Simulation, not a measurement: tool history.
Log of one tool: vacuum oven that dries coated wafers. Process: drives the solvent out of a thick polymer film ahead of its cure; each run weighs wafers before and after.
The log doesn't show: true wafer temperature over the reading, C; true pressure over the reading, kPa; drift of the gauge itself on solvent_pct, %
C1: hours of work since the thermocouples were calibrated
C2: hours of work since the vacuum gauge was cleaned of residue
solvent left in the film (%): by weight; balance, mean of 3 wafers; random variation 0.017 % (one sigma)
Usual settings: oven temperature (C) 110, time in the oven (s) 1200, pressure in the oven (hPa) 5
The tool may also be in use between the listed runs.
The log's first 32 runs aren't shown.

{"run": 33, "hour": 487.5, "oven temperature (C)": 113, "time in the oven (s)": 1080, "pressure in the oven (hPa)": 5, "C1": 358, "C2": 721, "solvent left in the film (%)": 0.77}
{"run": 34, "hour": 502.1, "oven temperature (C)": 113, "time in the oven (s)": 1380, "pressure in the oven (hPa)": 5, "C1": 367, "C2": 729, "solvent left in the film (%)": 0.59}
{"run": 35, "hour": 512.9, "oven temperature (C)": 113, "time in the oven (s)": 1380, "pressure in the oven (hPa)": 5, "C1": 373, "C2": 736, "solvent left in the film (%)": 0.58}
{"run": 36, "hour": 532.5, "oven temperature (C)": 100, "time in the oven (s)": 1020, "pressure in the oven (hPa)": 6.02, "C1": 384, "C2": 747, "solvent left in the film (%)": 2.86}
{"run": 37, "hour": 547.2, "oven temperature (C)": 114, "time in the oven (s)": 1140, "pressure in the oven (hPa)": 12.48, "C1": 393, "C2": 755, "solvent left in the film (%)": 1.29}
{"run": 38, "hour": 560.0, "oven temperature (C)": 123, "time in the oven (s)": 1680, "pressure in the oven (hPa)": 10.66, "C1": 400, "C2": 763, "solvent left in the film (%)": 0.68}
{"run": 39, "hour": 574.8, "oven temperature (C)": 123, "time in the oven (s)": 1680, "pressure in the oven (hPa)": 10.66, "C1": 409, "C2": 772, "solvent left in the film (%)": 0.65}
{"run": 40, "hour": 586.5, "oven temperature (C)": 123, "time in the oven (s)": 1680, "pressure in the oven (hPa)": 10.66, "C1": 416, "C2": 778, "solvent left in the film (%)": 0.71}
{"run": 41, "hour": 604.9, "oven temperature (C)": 110, "time in the oven (s)": 780, "pressure in the oven (hPa)": 5.36, "C1": 426, "C2": 789, "solvent left in the film (%)": 1.88}
{"run": 42, "hour": 620.3, "oven temperature (C)": 99, "time in the oven (s)": 900, "pressure in the oven (hPa)": 5, "C1": 435, "C2": 798, "solvent left in the film (%)": 3.47}
{"run": 43, "hour": 632.7, "oven temperature (C)": 99, "time in the oven (s)": 900, "pressure in the oven (hPa)": 5, "C1": 443, "C2": 805, "solvent left in the film (%)": 3.42}
{"run": 44, "hour": 645.9, "oven temperature (C)": 118, "time in the oven (s)": 1200, "pressure in the oven (hPa)": 2.96, "C1": 450, "C2": 813, "solvent left in the film (%)": 0.29}
{"run": 45, "hour": 663.4, "oven temperature (C)": 98, "time in the oven (s)": 840, "pressure in the oven (hPa)": 2.96, "C1": 460, "C2": 823, "solvent left in the film (%)": 3.72}
{"run": 46, "hour": 673.7, "oven temperature (C)": 98, "time in the oven (s)": 1560, "pressure in the oven (hPa)": 19.08, "C1": 466, "C2": 829, "solvent left in the film (%)": 3.69}
{"run": 47, "hour": 685.8, "oven temperature (C)": 98, "time in the oven (s)": 1560, "pressure in the oven (hPa)": 19.08, "C1": 473, "C2": 836, "solvent left in the film (%)": 3.71}

3 ways to go on from here, each from the tool as it stands after run 47. What would each give?
{"run": "A", "hour": 699.9, "oven temperature (C)": 95, "time in the oven (s)": 1140, "pressure in the oven (hPa)": 15.82, "C1": 482, "C2": 844, "solvent left in the film (%)": "?"}
{"run": "B", "hour": 699.9, "oven temperature (C)": 98, "time in the oven (s)": 1800, "pressure in the oven (hPa)": 4.15, "C1": 482, "C2": 844, "solvent left in the film (%)": "?"}
{"run": "C", "hour": 699.9, "oven temperature (C)": 108, "time in the oven (s)": 1560, "pressure in the oven (hPa)": 7.57, "C1": 482, "C2": 844, "solvent left in the film (%)": "?"}

run=A solvent_left_in_the_film_(%)=4.87
run=B solvent_left_in_the_film_(%)=1.39
run=C solvent_left_in_the_film_(%)=1.03
Without the tool's hidden state the same runs would have given:
run=A solvent_left_in_the_film_(%)=4.87
run=B solvent_left_in_the_film_(%)=1.38
run=C solvent_left_in_the_film_(%)=1.03
